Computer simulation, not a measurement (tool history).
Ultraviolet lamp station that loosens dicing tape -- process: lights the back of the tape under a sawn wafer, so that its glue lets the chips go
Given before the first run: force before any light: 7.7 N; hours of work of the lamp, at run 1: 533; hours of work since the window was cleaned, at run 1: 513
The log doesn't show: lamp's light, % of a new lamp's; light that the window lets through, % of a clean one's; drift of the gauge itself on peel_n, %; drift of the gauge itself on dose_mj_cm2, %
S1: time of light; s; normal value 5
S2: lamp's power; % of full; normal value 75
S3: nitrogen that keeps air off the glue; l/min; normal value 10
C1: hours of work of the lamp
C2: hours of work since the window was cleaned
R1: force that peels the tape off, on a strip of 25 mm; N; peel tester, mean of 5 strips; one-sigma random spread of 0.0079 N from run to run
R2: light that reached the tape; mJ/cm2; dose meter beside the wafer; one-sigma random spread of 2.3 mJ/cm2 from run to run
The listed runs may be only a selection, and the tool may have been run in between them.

run   hour  S1  S2  S3   C1   C2     R1   R2
  1      0   5  75  10  533  513  0.559  197
  2   15.9   5  75  10  545  525  0.586  196
  3   28.4   5  75  10  555  535  0.571  197
  4     52   5  75  10  573  553  0.577  196
  5   64.6   5  75  10  582  562  0.589  194
  6   91.3   5  75  10  603  583  0.624  186
  7  104.3   5  75  10  612  592  0.625  188
  8  123.2   2  92   4  627  607  2.753   89
  9  151.4   3  71   7  648  628  2.112  108
     160.5  -- window cleaned of glue's vapour
 10  168.1   6  88  18  660    6  0.124  298
 11  190.1   5  75   3  677   22  1.068  204
 12  206.7   5  75   6  690   35  0.693  205
 13  229.1   5  75   6  707   52   0.71  200
 14  256.9   9  75  16  728   73   0.08  369

Forecast each of these 3 alternatives for the next run:
  A  278.8   2  75  16  744  90   ?   ?
  B  278.8   5  75   6  744  90   ?   ?
  C  278.8   9  75   7  744  90   ?   ?

run     R1   R2
  A  2.334   83
  B  0.722  201
  C  0.131  362
The same runs, with their run-to-run variation unchanged, on a tool lacking any hidden condition would have given:
run     R1   R2
  A  1.787  101
  B  0.441  245
  C   0.08  443
